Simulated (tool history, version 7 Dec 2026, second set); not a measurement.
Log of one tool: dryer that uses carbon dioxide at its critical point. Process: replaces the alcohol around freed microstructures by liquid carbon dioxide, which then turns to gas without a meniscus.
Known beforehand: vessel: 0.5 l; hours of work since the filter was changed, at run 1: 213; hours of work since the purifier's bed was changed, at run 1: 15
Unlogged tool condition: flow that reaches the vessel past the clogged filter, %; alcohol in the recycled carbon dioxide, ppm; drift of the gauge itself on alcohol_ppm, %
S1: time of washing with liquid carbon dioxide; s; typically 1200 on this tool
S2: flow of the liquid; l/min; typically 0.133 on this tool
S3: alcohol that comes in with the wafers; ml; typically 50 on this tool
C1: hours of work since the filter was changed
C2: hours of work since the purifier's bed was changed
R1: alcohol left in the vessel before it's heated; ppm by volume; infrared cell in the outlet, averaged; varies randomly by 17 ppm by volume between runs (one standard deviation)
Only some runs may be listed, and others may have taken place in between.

run,hour,S1,S2,S3,C1,C2,R1
1,0,1200,0.133,50,213,15,1806
2,6.5,1200,0.133,88,216,18,3269
3,12,1200,0.133,88,218,20,3132
4,23.3,1200,0.133,88,223,25,3200
5,29.6,1200,0.133,40,226,28,1540
6,36.5,1200,0.133,40,229,31,1546
7,43.5,1200,0.186,40,232,34,264
8,52.3,1200,0.186,40,235,37,280
9,62.5,1200,0.186,40,240,42,290
10,74.1,1200,0.186,40,245,47,291
11,86.9,1200,0.219,50,250,52,135

Run 12, settings as shown, results not yet in. Your forecast:
# hour 92: inlet filter changed
12,100.4,1800,0.131,26,4,58,?

{"run 12": {"R1": 82}}
The same run, on a tool lacking any hidden state, would have yielded R1 69 ppm by volume.
